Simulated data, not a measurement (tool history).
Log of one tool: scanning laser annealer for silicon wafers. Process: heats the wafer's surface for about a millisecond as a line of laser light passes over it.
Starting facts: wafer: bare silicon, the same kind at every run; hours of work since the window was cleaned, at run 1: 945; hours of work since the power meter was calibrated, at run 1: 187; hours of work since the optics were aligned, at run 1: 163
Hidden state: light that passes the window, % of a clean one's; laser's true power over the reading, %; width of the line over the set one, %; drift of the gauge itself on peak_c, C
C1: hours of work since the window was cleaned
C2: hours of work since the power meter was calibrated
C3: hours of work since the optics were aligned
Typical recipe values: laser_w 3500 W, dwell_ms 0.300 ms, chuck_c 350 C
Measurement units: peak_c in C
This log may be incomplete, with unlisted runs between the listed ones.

{"run": 1, "hour": 0.0, "laser_w": 3500, "dwell_ms": 0.3, "chuck_c": 350, "C1": 945, "C2": 187, "C3": 163, "peak_c": 1165}
{"run": 2, "hour": 20.2, "laser_w": 3500, "dwell_ms": 0.3, "chuck_c": 350, "C1": 959, "C2": 201, "C3": 177, "peak_c": 1166}
{"run": 3, "hour": 40.7, "laser_w": 3594, "dwell_ms": 0.3, "chuck_c": 350, "C1": 973, "C2": 215, "C3": 191, "peak_c": 1187}
{"run": 4, "hour": 58.6, "laser_w": 3594, "dwell_ms": 0.3, "chuck_c": 350, "C1": 986, "C2": 228, "C3": 204, "peak_c": 1193}
{"hour": 72.1, "done": "window over the wafer cleaned"}
{"run": 5, "hour": 72.5, "laser_w": 3042, "dwell_ms": 0.3, "chuck_c": 350, "C1": 0, "C2": 236, "C3": 212, "peak_c": 1051}
{"run": 6, "hour": 88.4, "laser_w": 3042, "dwell_ms": 0.3, "chuck_c": 350, "C1": 11, "C2": 247, "C3": 223, "peak_c": 1052}
{"run": 7, "hour": 103.9, "laser_w": 3042, "dwell_ms": 0.3, "chuck_c": 350, "C1": 22, "C2": 258, "C3": 234, "peak_c": 1050}
{"run": 8, "hour": 116.9, "laser_w": 3042, "dwell_ms": 0.3, "chuck_c": 350, "C1": 31, "C2": 267, "C3": 243, "peak_c": 1051}
{"run": 9, "hour": 132.1, "laser_w": 3500, "dwell_ms": 0.284, "chuck_c": 350, "C1": 42, "C2": 278, "C3": 254, "peak_c": 1144}
{"run": 10, "hour": 143.2, "laser_w": 3500, "dwell_ms": 0.284, "chuck_c": 350, "C1": 50, "C2": 285, "C3": 262, "peak_c": 1144}
{"run": 11, "hour": 164.5, "laser_w": 3500, "dwell_ms": 0.3, "chuck_c": 350, "C1": 65, "C2": 300, "C3": 277, "peak_c": 1166}
{"run": 12, "hour": 180.6, "laser_w": 3500, "dwell_ms": 0.3, "chuck_c": 350, "C1": 76, "C2": 312, "C3": 288, "peak_c": 1168}
{"run": 13, "hour": 195.0, "laser_w": 3681, "dwell_ms": 0.377, "chuck_c": 326, "C1": 86, "C2": 322, "C3": 298, "peak_c": 1297}
{"run": 14, "hour": 215.7, "laser_w": 3169, "dwell_ms": 0.377, "chuck_c": 326, "C1": 101, "C2": 336, "C3": 312, "peak_c": 1147}
{"run": 15, "hour": 228.5, "laser_w": 3169, "dwell_ms": 0.377, "chuck_c": 351, "C1": 109, "C2": 345, "C3": 321, "peak_c": 1172}
{"run": 16, "hour": 240.4, "laser_w": 2997, "dwell_ms": 0.36, "chuck_c": 374, "C1": 118, "C2": 354, "C3": 330, "peak_c": 1130}
{"run": 17, "hour": 257.2, "laser_w": 3045, "dwell_ms": 0.311, "chuck_c": 318, "C1": 130, "C2": 365, "C3": 341, "peak_c": 1034}
{"run": 18, "hour": 277.0, "laser_w": 3009, "dwell_ms": 0.222, "chuck_c": 325, "C1": 143, "C2": 379, "C3": 355, "peak_c": 919}
{"run": 19, "hour": 293.2, "laser_w": 3009, "dwell_ms": 0.222, "chuck_c": 325, "C1": 155, "C2": 390, "C3": 367, "peak_c": 920}

The next listed run, before its measurement:
{"run": 20, "hour": 309.1, "laser_w": 3506, "dwell_ms": 0.3, "chuck_c": 350, "C1": 166, "C2": 402, "C3": 378, "peak_c": "?"}

{"run 20": {"peak_c": 1168}}
Without the tool's hidden state the same run would have given peak_c 1168 C.

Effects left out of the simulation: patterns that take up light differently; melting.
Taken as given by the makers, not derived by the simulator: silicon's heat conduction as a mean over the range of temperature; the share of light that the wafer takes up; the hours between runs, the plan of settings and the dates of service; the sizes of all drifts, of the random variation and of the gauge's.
